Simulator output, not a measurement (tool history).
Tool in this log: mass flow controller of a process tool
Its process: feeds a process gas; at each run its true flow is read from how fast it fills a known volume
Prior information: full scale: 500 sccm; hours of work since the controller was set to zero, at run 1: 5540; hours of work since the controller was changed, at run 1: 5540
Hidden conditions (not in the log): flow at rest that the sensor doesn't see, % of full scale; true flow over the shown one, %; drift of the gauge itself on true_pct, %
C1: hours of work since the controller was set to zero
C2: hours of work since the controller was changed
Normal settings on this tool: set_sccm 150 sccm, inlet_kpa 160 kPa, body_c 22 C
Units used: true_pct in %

{"run": 1, "hour": 0.0, "set_sccm": 150, "inlet_kpa": 160, "body_c": 22, "C1": 5540, "C2": 5540, "true_pct": 92.52}
{"hour": 177.3, "done": "controller exchanged for a calibrated one"}
{"run": 2, "hour": 310.0, "set_sccm": 150, "inlet_kpa": 160, "body_c": 40, "C1": 53, "C2": 53, "true_pct": 97.21}
{"run": 3, "hour": 551.8, "set_sccm": 150, "inlet_kpa": 160, "body_c": 40, "C1": 148, "C2": 148, "true_pct": 96.94}
{"run": 4, "hour": 711.4, "set_sccm": 150, "inlet_kpa": 160, "body_c": 22, "C1": 212, "C2": 212, "true_pct": 98.02}
{"run": 5, "hour": 1045.5, "set_sccm": 150, "inlet_kpa": 160, "body_c": 22, "C1": 344, "C2": 344, "true_pct": 98.13}
{"run": 6, "hour": 1260.1, "set_sccm": 150, "inlet_kpa": 160, "body_c": 22, "C1": 429, "C2": 429, "true_pct": 98.02}
{"run": 7, "hour": 1558.8, "set_sccm": 150, "inlet_kpa": 160, "body_c": 22, "C1": 547, "C2": 547, "true_pct": 97.88}
{"run": 8, "hour": 1824.1, "set_sccm": 67, "inlet_kpa": 160, "body_c": 22, "C1": 652, "C2": 652, "true_pct": 97.28}
{"run": 9, "hour": 2061.8, "set_sccm": 67, "inlet_kpa": 160, "body_c": 22, "C1": 747, "C2": 747, "true_pct": 96.96}
{"run": 10, "hour": 2322.3, "set_sccm": 67, "inlet_kpa": 160, "body_c": 22, "C1": 850, "C2": 850, "true_pct": 96.82}
{"run": 11, "hour": 2643.1, "set_sccm": 67, "inlet_kpa": 160, "body_c": 22, "C1": 977, "C2": 977, "true_pct": 96.69}
{"run": 12, "hour": 2976.9, "set_sccm": 137, "inlet_kpa": 193, "body_c": 37, "C1": 1109, "C2": 1109, "true_pct": 96.35}
{"run": 13, "hour": 3177.0, "set_sccm": 375, "inlet_kpa": 269, "body_c": 35, "C1": 1188, "C2": 1188, "true_pct": 98.29}
{"run": 14, "hour": 3493.7, "set_sccm": 351, "inlet_kpa": 174, "body_c": 29, "C1": 1314, "C2": 1314, "true_pct": 98.03}
{"run": 15, "hour": 3730.6, "set_sccm": 182, "inlet_kpa": 278, "body_c": 35, "C1": 1408, "C2": 1408, "true_pct": 96.97}
{"run": 16, "hour": 4000.6, "set_sccm": 238, "inlet_kpa": 160, "body_c": 22, "C1": 1515, "C2": 1515, "true_pct": 97.56}

Measured minus without-hidden-state, run by run (identical run-to-run variation in each term; gauge scatter may differ):
run=1 true_pct=-5.52
run=2 true_pct=+0.05
run=3 true_pct=-0.04
run=4 true_pct=-0.1
run=5 true_pct=-0.23
run=6 true_pct=-0.31
run=7 true_pct=-0.42
run=8 true_pct=-0.77
run=9 true_pct=-0.9
run=10 true_pct=-1.03
run=11 true_pct=-1.2
run=12 true_pct=-0.98
run=13 true_pct=-0.81
run=14 true_pct=-0.92
run=15 true_pct=-1.16
run=16 true_pct=-1.17

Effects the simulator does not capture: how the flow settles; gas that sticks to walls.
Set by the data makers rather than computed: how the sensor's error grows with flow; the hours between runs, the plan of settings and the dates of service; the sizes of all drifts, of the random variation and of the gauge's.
